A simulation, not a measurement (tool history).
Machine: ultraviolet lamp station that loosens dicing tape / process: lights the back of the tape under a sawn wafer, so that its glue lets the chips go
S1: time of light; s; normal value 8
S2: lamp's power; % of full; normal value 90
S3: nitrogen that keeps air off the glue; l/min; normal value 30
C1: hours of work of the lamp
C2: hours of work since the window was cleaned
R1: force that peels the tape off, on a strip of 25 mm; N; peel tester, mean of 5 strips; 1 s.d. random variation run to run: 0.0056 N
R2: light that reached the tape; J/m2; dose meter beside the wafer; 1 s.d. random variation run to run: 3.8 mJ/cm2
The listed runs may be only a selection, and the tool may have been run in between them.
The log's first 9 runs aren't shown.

Run 10, hour 180.4: usual settings but S1 4 s; C1 576; C2 75. Result: R1 1.742 N, R2 2020 J/m2.
Run 11, hour 197.4: usual settings but S1 4 s; C1 586; C2 86. Result: R1 1.792 N, R2 2020 J/m2.
Run 12, hour 208.8: usual settings but S1 4 s; C1 593; C2 93. Result: R1 1.826 N, R2 1950 J/m2.
Run 13, hour 222.9: usual settings but S2 60 % of full; C1 602; C2 102. Result: R1 1.126 N, R2 2570 J/m2.
At hour 229.5: window cleaned of glue's vapour, once more.
Run 14, hour 237.4: usual settings; C1 611; C2 5. Result: R1 0.181 N, R2 5530 J/m2.
Run 15, hour 265.6: usual settings; C1 628; C2 22. Result: R1 0.186 N, R2 5410 J/m2.
Run 16, hour 285.1: usual settings; C1 640; C2 34. Result: R1 0.189 N, R2 5380 J/m2.
Run 17, hour 311.5: usual settings but S1 4 s; C1 657; C2 51. Result: R1 1.082 N, R2 2620 J/m2.
Run 18, hour 335.9: usual settings but S1 4 s; C1 672; C2 66. Result: R1 1.118 N, R2 2610 J/m2.
Run 19, hour 350.0: usual settings but S1 10 s, S2 93 % of full; C1 680; C2 75. Result: R1 0.128 N, R2 6650 J/m2.
Run 20, hour 367.0: usual settings but S1 10 s, S2 93 % of full; C1 691; C2 85. Result: R1 0.119 N, R2 6530 J/m2.
Run 21, hour 379.8: usual settings but S1 10 s, S2 93 % of full, S3 23 l/min; C1 699; C2 93. Result: R1 0.163 N, R2 6500 J/m2.
Run 22, hour 402.9: usual settings but S1 10 s, S2 87 % of full, S3 14 l/min; C1 713; C2 107. Result: R1 0.338 N, R2 6010 J/m2.
Run 23, hour 423.6: usual settings but S1 10 s, S2 87 % of full, S3 14 l/min; C1 726; C2 120. Result: R1 0.347 N, R2 5920 J/m2.
Run 24, hour 447.5: usual settings but S1 13 s, S2 72 % of full, S3 11 l/min; C1 741; C2 135. Result: R1 0.398 N, R2 6110 J/m2.
Run 25, hour 460.5: usual settings but S1 13 s, S2 72 % of full, S3 11 l/min; C1 749; C2 143. Result: R1 0.404 N, R2 6130 J/m2.
Run 26, hour 472.3: usual settings but S2 84 % of full, S3 56 l/min; C1 756; C2 150. Result: R1 0.187 N, R2 4370 J/m2.
Run 27, hour 494.3: usual settings but S1 7 s, S2 70 % of full, S3 57 l/min; C1 770; C2 164. Result: R1 0.457 N, R2 3120 J/m2.
Run 28, hour 506.4: usual settings but S1 6 s, S3 15 l/min; C1 777; C2 171. Result: R1 1.099 N, R2 3410 J/m2.
Run 29, hour 529.7: usual settings but S1 6 s, S3 15 l/min; C1 792; C2 186. Result: R1 1.173 N, R2 3330 J/m2.
Run 30, hour 556.8: usual settings but S1 10 s, S3 31 l/min; C1 808; C2 202. Result: R1 0.187 N, R2 5500 J/m2.
At hour 562.9: window cleaned of glue's vapour.
Run 31, hour 572.8: usual settings but S1 10 s, S3 31 l/min; C1 818; C2 6. Result: R1 0.126 N, R2 6540 J/m2.
Run 32, hour 595.7: usual settings but S1 10 s, S3 31 l/min; C1 832; C2 20. Result: R1 0.135 N, R2 6360 J/m2.
Run 33, hour 607.8: usual settings but S1 10 s, S3 31 l/min; C1 839; C2 28. Result: R1 0.122 N, R2 6360 J/m2.
Run 34, hour 624.1: usual settings but S2 70 % of full, S3 11 l/min; C1 850; C2 38. Result: R1 1.096 N, R2 3990 J/m2.

Consider 4 possible next runs. They are alternatives, not a sequence: every one starts from the tool as it was left by run 34. What does each give?
Run A, hour 638.4: usual settings but S1 10 s, S2 84 % of full, S3 48 l/min; C1 858; C2 47. Result: R1 ?, R2 ?.
Run B, hour 638.4: usual settings but S1 5 s, S2 71 % of full, S3 11 l/min; C1 858; C2 47. Result: R1 ?, R2 ?.
Run C, hour 638.4: usual settings but S1 10 s, S2 70 % of full, S3 42 l/min; C1 858; C2 47. Result: R1 ?, R2 ?.
Run D, hour 638.4: usual settings but S2 75 % of full, S3 34 l/min; C1 858; C2 47. Result: R1 ?, R2 ?.

run     R1    R2
  A  0.118  5760
  B  2.259  2460
  C  0.182  4790
  D  0.348  4130
Without the tool's hidden state the same runs would have given:
run     R1    R2
  A  0.090  7630
  B  1.514  3260
  C  0.105  6340
  D  0.174  5460

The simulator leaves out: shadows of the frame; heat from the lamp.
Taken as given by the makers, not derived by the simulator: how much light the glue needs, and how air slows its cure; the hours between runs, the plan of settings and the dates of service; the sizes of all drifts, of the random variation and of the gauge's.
